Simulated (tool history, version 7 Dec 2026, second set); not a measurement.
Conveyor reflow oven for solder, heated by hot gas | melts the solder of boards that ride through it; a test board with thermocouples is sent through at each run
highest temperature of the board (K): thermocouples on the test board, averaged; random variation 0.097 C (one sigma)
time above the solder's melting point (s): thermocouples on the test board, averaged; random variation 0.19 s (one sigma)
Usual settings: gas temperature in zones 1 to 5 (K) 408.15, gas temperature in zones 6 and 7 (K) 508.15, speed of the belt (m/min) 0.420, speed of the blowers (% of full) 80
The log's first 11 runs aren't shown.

run	day	gas temperature in zones 1 to 5 (K)	gas temperature in zones 6 and 7 (K)	speed of the belt (m/min)	speed of the blowers (% of full)	hours of work since the flux was cleaned out	hours of work since the belt drive was overhauled	hours of work since the thermocouples were changed	highest temperature of the board (K)	time above the solder's melting point (s)
12	14.121	408.15	508.15	0.420	80	152	29	308	492.31	75.8
# day 14.625: flux residue cleaned out of gas plates and filters
13	15.471	408.15	508.15	0.420	80	12	45	324	492.35	75.7
14	17.054	408.15	508.15	0.420	79	35	68	348	492.26	75.4
15	18.954	408.15	508.15	0.420	79	63	96	375	492.18	75.8
16	20.296	408.15	508.15	0.420	80	83	116	395	492.47	75.8
17	21.200	419.15	498.15	0.370	50	96	129	408	484.56	82.4
18	22.121	408.15	523.15	0.355	80	109	142	421	511.11	106.2
19	23.033	408.15	523.15	0.355	80	123	156	435	511.10	106.8
20	23.875	408.15	523.15	0.355	80	135	168	447	511.03	106.8
# day 25.479: flux residue cleaned out of gas plates and filters
21	25.912	408.15	519.15	0.407	80	6	195	474	503.20	87.6
22	27.429	408.15	499.15	0.415	88	28	217	496	485.99	70.7
23	28.333	399.15	508.15	0.420	80	42	230	509	491.04	70.6
24	29.783	399.15	508.15	0.420	80	63	251	530	491.08	70.8
25	31.025	399.15	508.15	0.420	80	81	269	548	490.97	71.0
26	32.683	399.15	508.15	0.420	80	105	293	573	491.11	70.4
# day 32.917: thermocouples of zones 6 and 7 changed
27	34.046	418.15	504.15	0.427	78	124	312	16	489.61	77.0
28	36.038	408.15	508.15	0.428	80	153	341	46	491.87	73.7
# day 36.338: flux residue cleaned out of gas plates and filters
29	37.458	408.15	496.15	0.428	64	16	359	63	478.96	58.3
30	38.558	407.15	497.15	0.418	67	32	375	79	480.95	62.4
31	39.575	422.15	509.15	0.485	59	47	390	94	487.69	65.5

Forecast each of these 3 alternatives for the next run:
A	40.675	408.15	498.15	0.420	80	63	406	110	?	?
B	40.675	422.15	509.15	0.457	77	63	406	110	?	?
C	40.675	422.15	513.15	0.370	59	63	406	110	?	?

run	highest temperature of the board (K)	time above the solder's melting point (s)
A	483.81	67.0
B	492.86	75.7
C	499.78	100.8
Without the tool's hidden state the same runs would have given:
run	highest temperature of the board (K)	time above the solder's melting point (s)
A	483.80	67.0
B	492.85	75.6
C	499.77	100.7
